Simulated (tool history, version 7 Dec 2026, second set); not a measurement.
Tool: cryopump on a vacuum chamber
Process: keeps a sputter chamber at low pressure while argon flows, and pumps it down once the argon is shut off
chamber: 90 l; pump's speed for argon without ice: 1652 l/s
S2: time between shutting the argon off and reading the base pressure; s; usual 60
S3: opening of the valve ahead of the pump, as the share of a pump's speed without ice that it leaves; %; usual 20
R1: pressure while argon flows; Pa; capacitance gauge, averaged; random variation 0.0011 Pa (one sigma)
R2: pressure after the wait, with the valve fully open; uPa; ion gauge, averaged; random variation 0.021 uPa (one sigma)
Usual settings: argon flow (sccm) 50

run 1 day=0.000 | argon_flow_(sccm)=50 S2=60 S3=20 | R1=0.2577 R2=0.63
run 2 day=0.758 | argon_flow_(sccm)=50 S2=60 S3=20 | R1=0.2561 R2=0.61
run 3 day=1.375 | argon_flow_(sccm)=34 S2=60 S3=20 | R1=0.1741 R2=0.62
run 4 day=2.446 | argon_flow_(sccm)=50 S2=60 S3=20 | R1=0.2601 R2=0.63
run 5 day=3.812 | argon_flow_(sccm)=50 S2=60 S3=20 | R1=0.2582 R2=0.68
run 6 day=4.883 | argon_flow_(sccm)=50 S2=60 S3=20 | R1=0.2589 R2=0.70
run 7 day=5.496 | argon_flow_(sccm)=50 S2=60 S3=20 | R1=0.2563 R2=0.66
run 8 day=6.329 | argon_flow_(sccm)=50 S2=60 S3=20 | R1=0.2576 R2=0.67
run 9 day=6.971 | argon_flow_(sccm)=22 S2=60 S3=20 | R1=0.1134 R2=0.68
run 10 day=8.067 | argon_flow_(sccm)=30 S2=60 S3=20 | R1=0.1549 R2=0.68
run 11 day=9.008 | argon_flow_(sccm)=30 S2=60 S3=20 | R1=0.1551 R2=0.74
run 12 day=9.821 | argon_flow_(sccm)=50 S2=60 S3=20 | R1=0.2587 R2=0.71
run 13 day=11.142 | argon_flow_(sccm)=50 S2=60 S3=20 | R1=0.2586 R2=0.76
run 14 day=12.488 | argon_flow_(sccm)=50 S2=60 S3=20 | R1=0.2596 R2=0.79
run 15 day=13.908 | argon_flow_(sccm)=50 S2=60 S3=20 | R1=0.2596 R2=0.82
run 16 day=15.267 | argon_flow_(sccm)=50 S2=60 S3=20 | R1=0.2611 R2=0.83
run 17 day=16.571 | argon_flow_(sccm)=50 S2=60 S3=20 | R1=0.2612 R2=0.84
run 18 day=17.462 | argon_flow_(sccm)=73 S2=36 S3=31 | R1=0.2501 R2=1.03
run 19 day=18.092 | argon_flow_(sccm)=30 S2=236 S3=18 | R1=0.1741 R2=0.61
run 20 day=18.892 | argon_flow_(sccm)=30 S2=157 S3=17 | R1=0.1852 R2=0.68
run 21 day=19.667 | argon_flow_(sccm)=30 S2=157 S3=17 | R1=0.1832 R2=0.64
run 22 day=21.158 | argon_flow_(sccm)=21 S2=36 S3=20 | R1=0.1101 R2=1.09
run 23 day=21.967 | argon_flow_(sccm)=73 S2=36 S3=56 | R1=0.1435 R2=1.11
run 24 day=22.992 | argon_flow_(sccm)=87 S2=60 S3=20 | R1=0.4606 R2=0.94
run 25 day=24.417 | argon_flow_(sccm)=29 S2=226 S3=52 | R1=0.0612 R2=0.65
run 26 day=25.133 | argon_flow_(sccm)=29 S2=44 S3=52 | R1=0.0608 R2=1.05
run 27 day=26.454 | argon_flow_(sccm)=40 S2=83 S3=40 | R1=0.1090 R2=0.87
run 28 day=27.879 | argon_flow_(sccm)=98 S2=30 S3=50 | R1=0.2184 R2=1.27
run 29 day=29.258 | argon_flow_(sccm)=59 S2=60 S3=20 | R1=0.3113 R2=1.04
run 30 day=30.708 | argon_flow_(sccm)=50 S2=51 S3=52 | R1=0.1076 R2=1.06
run 31 day=31.675 | argon_flow_(sccm)=50 S2=51 S3=52 | R1=0.1074 R2=1.12
run 32 day=32.412 | argon_flow_(sccm)=50 S2=51 S3=52 | R1=0.1076 R2=1.11
run 33 day=33.588 | argon_flow_(sccm)=26 S2=203 S3=20 | R1=0.1387 R2=0.85
run 34 day=34.329 | argon_flow_(sccm)=26 S2=203 S3=20 | R1=0.1365 R2=0.80

Measured less the same run without the tool's hidden state. The same run-to-run variation is in both; the gauge's scatter may not be:
The hidden state here: pump's speed, % of a pump's without ice; cold plate's temperature, K; leak into the chamber, uPa l/s; drift of the gauge itself on working_pa, %; drift of the gauge itself on base_upa, %.
run=1 R1=+0.0013 R2=+0.10
run=2 R1=+0.0015 R2=+0.11
run=3 R1=+0.0011 R2=+0.11
run=4 R1=+0.0019 R2=+0.12
run=5 R1=+0.0021 R2=+0.15
run=6 R1=+0.0024 R2=+0.16
run=7 R1=+0.0024 R2=+0.16
run=8 R1=+0.0027 R2=+0.18
run=9 R1=+0.0013 R2=+0.18
run=10 R1=+0.0018 R2=+0.20
run=11 R1=+0.0020 R2=+0.21
run=12 R1=+0.0034 R2=+0.22
run=13 R1=+0.0037 R2=+0.24
run=14 R1=+0.0041 R2=+0.26
run=15 R1=+0.0044 R2=+0.28
run=16 R1=+0.0047 R2=+0.30
run=17 R1=+0.0051 R2=+0.31
run=18 R1=+0.0078 R2=+0.32
run=19 R1=+0.0033 R2=+0.34
run=20 R1=+0.0034 R2=+0.34
run=21 R1=+0.0035 R2=+0.35
run=22 R1=+0.0027 R2=+0.38
run=23 R1=+0.0095 R2=+0.39
run=24 R1=+0.0118 R2=+0.40
run=25 R1=+0.0042 R2=+0.41
run=26 R1=+0.0042 R2=+0.44
run=27 R1=+0.0062 R2=+0.46
run=28 R1=+0.0160 R2=+0.46
run=29 R1=+0.0099 R2=+0.50
run=30 R1=+0.0088 R2=+0.50
run=31 R1=+0.0091 R2=+0.54
run=32 R1=+0.0093 R2=+0.52
run=33 R1=+0.0051 R2=+0.55
run=34 R1=+0.0051 R2=+0.55
